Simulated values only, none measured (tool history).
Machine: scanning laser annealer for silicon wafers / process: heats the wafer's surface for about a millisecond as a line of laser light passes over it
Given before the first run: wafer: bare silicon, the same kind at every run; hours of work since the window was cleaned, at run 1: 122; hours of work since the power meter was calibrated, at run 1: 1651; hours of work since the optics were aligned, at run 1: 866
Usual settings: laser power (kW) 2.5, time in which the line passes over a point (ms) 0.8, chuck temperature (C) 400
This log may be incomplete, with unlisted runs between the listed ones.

run,day,laser power (kW),time in which the line passes over a point (ms),chuck temperature (C),hours of work since the window was cleaned,hours of work since the power meter was calibrated,hours of work since the optics were aligned,highest temperature of the surface (C)
1,0,2.5,0.8,400,122,1651,866,1091
2,2.633,2.5,0.8,400,159,1688,903,1093
3,4.404,2.318,0.8,400,183,1712,927,1032
4,6.5,2.5,0.8,400,212,1741,956,1091
5,8.538,2.5,0.8,400,240,1770,985,1087
6,12.108,2.5,0.8,400,290,1819,1034,1085
7,13.696,2.5,0.8,400,312,1841,1056,1080
8,17.142,2.5,0.8,400,360,1889,1104,1080
9,19.029,2.5,0.8,400,386,1915,1130,1081
# day 20.704: window over the wafer cleaned
10,21.088,2.5,0.8,400,5,1942,1157,1094
11,23.867,2.5,0.8,400,44,1981,1196,1090
12,25.679,2.163,0.8,400,69,2006,1221,986
13,29.162,2.163,0.8,375,117,2054,1269,959
14,32.479,2.163,0.8,375,163,2100,1315,953
15,35.954,2.163,0.8,375,211,2148,1363,954
16,39.325,2.5,0.8,373,258,2195,1410,1053
17,41.767,2.5,0.8,373,292,2229,1444,1052
# day 42.325: optics aligned, line set to its width
18,45.562,2.5,0.8,373,342,2279,45,1041
19,49.042,2.5,0.8,373,390,2327,93,1039
# day 50.517: window over the wafer cleaned
20,50.992,2.5,0.866,400,7,2353,119,1111
21,52.983,2.605,0.8,408,34,2380,147,1120
22,55.075,2.702,0.657,408,63,2409,175,1069
23,57.875,2.746,0.742,390,102,2448,214,1106
24,59.912,2.746,0.742,390,130,2476,243,1104
25,61.583,2.408,0.648,375,153,2499,266,950
# day 65.308: optics aligned, line set to its width, once more
26,65.404,2.429,0.843,377,203,2549,1,1073
27,68.325,2.21,0.8,438,244,2590,42,1043
28,71.438,2.21,0.8,438,287,2633,85,1045
29,74.654,2.305,0.8,374,332,2678,129,1004
30,76.988,2.305,0.8,374,364,2710,162,1005
# day 80.138: window over the wafer cleaned
31,80.579,2.305,0.8,374,6,2759,210,1016
32,82.842,2.21,0.628,439,37,2790,242,971
33,84.479,2.21,0.886,429,60,2813,264,1075
34,88.258,2.5,0.653,375,112,2865,317,996
35,91.021,2.423,0.8,415,151,2903,355,1086
36,93.025,2.275,0.8,393,179,2931,383,1015
37,94.967,2.377,0.879,417,205,2958,410,1105
38,96.575,2.375,0.651,417,228,2980,432,996
39,100.279,2.375,0.651,417,279,3031,483,998
40,102.317,2.375,0.608,417,307,3060,512,975

Measured result minus the same run's result without the hidden state. Both carry the same run-to-run variation, though not necessarily the same gauge scatter:
Hidden state present: light that passes the window, % of a clean one's; laser's true power over the reading, %; width of the line over the set one, %; drift of the gauge itself on peak_c, C.
run,highest temperature of the surface (C)
1,-25
2,-27
3,-26
4,-29
5,-30
6,-33
7,-34
8,-36
9,-38
10,-24
11,-26
12,-22
13,-25
14,-27
15,-28
16,-36
17,-38
18,-48
19,-51
20,-39
21,-41
22,-39
23,-45
24,-46
25,-39
26,-19
27,-17
28,-19
29,-23
30,-24
31,-14
32,-13
33,-17
34,-19
35,-22
36,-22
37,-25
38,-22
39,-24
40,-24
